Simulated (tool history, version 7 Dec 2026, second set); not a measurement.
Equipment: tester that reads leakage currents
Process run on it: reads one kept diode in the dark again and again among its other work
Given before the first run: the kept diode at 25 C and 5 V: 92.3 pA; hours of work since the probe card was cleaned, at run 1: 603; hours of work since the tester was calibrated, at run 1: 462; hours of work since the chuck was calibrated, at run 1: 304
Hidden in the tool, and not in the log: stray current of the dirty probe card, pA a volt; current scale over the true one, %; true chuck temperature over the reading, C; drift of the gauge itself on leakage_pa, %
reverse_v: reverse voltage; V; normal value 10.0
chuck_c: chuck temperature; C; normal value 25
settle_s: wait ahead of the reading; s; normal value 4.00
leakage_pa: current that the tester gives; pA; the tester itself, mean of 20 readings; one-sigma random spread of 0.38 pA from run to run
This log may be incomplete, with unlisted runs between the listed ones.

run      day  reverse_v  chuck_c  settle_s  hours of work since the probe card was cleaned  hours of work since the tester was calibrated  hours of work since the chuck was calibrated  leakage_pa
  1    0.000       10.0       25      4.00                                             603                                            462                                           304      142.15
  2    3.767       10.0       25      4.00                                             672                                            531                                           372      145.65
  3    8.612       10.0       25      4.00                                             760                                            619                                           460      150.25
  4   11.821       10.0       25      5.57                                             818                                            677                                           518      153.57
  5   14.654       10.0       25      5.57                                             869                                            728                                           570      155.11
  6   18.896       10.0       25      5.57                                             946                                            805                                           647      158.05
  7   21.267       10.0       25      5.57                                             989                                            848                                           690      160.63
      24.025  -- probe card cleaned and baked
  8   24.688       10.0       25      5.57                                              12                                            908                                           750      144.21
      28.604  -- chuck's temperature calibrated
  9   29.550       10.0       25      0.49                                              99                                            995                                            17      135.44
 10   32.371       10.0       25      4.00                                             150                                           1046                                            68      131.97
 11   35.171        6.4       25      4.00                                             201                                           1097                                           119      111.19
 12   39.083       10.0       38      4.00                                             272                                           1168                                           190      385.08
 13   43.779       10.0       38      4.00                                             357                                           1253                                           275      395.15
 14   46.679       10.0       25      4.00                                             410                                           1306                                           328      145.36
      47.012  -- tester calibrated
 15   51.121       10.0       25      4.00                                             489                                             75                                           407      149.76
 16   56.133       10.0       25      5.02                                             580                                            166                                           498      155.10
      57.229  -- tester calibrated, once more
 17   60.042       10.0       25      5.02                                             649                                             51                                           568      155.09
 18   62.788       10.0       25      5.02                                             699                                            101                                           618      158.21
 19   66.538       10.0       25      2.68                                             767                                            169                                           686      161.90
 20   72.162       10.0       24      4.00                                             869                                            271                                           788      154.64
      74.150  -- chuck's temperature calibrated
 21   75.996        1.8       58      9.69                                             937                                            339                                            33      762.07
 22   80.446        1.2       35      1.33                                            1018                                            420                                           114      121.77
      81.354  -- probe card cleaned and baked
 23   83.746        1.2       35      1.33                                              43                                            478                                           172      120.82
 24   89.342       12.4       44      0.66                                             145                                            579                                           273      655.46
 25   93.067        6.7       25      1.92                                             213                                            647                                           341      117.00
 26   97.029        1.6       23      0.48                                             285                                            719                                           413       55.35
 27  102.117        1.3       36      1.59                                             377                                            811                                           505      145.85
 28  105.188        1.3       36      1.59                                             433                                            867                                           561      147.71
 29  109.392        7.8       36      8.71                                             509                                            943                                           637      321.01
 30  113.054        2.9       25      4.00                                             575                                           1010                                           704       89.79
 31  116.821        7.9       43      2.18                                             644                                           1078                                           772      568.63
     119.825  -- chuck's temperature calibrated
 32  122.304        1.1       51      1.02                                             742                                           1176                                            45      387.46
 33  127.796        4.0       42      4.00                                             842                                           1276                                           145      349.58
 34  130.300       10.0       25      1.80                                             887                                           1321                                           190      146.70
 35  134.742       10.0       25      1.80                                             968                                           1402                                           271      150.61
 36  137.946        7.8       23      7.90                                            1026                                           1460                                           329      115.93
     138.371  -- probe card cleaned and baked
 37  141.467       10.0       34      4.00                                              56                                           1522                                           391      285.56
 38  145.179       10.0       34      4.00                                             124                                           1589                                           458      290.38

Run 39 comes next. What will it give?
 39  147.662       10.0       34      4.00                                             169                                           1634                                           503           ?

leakage_pa: 293.69 pA
With no hidden state in the tool, this same run would have given leakage_pa 258.90 pA.
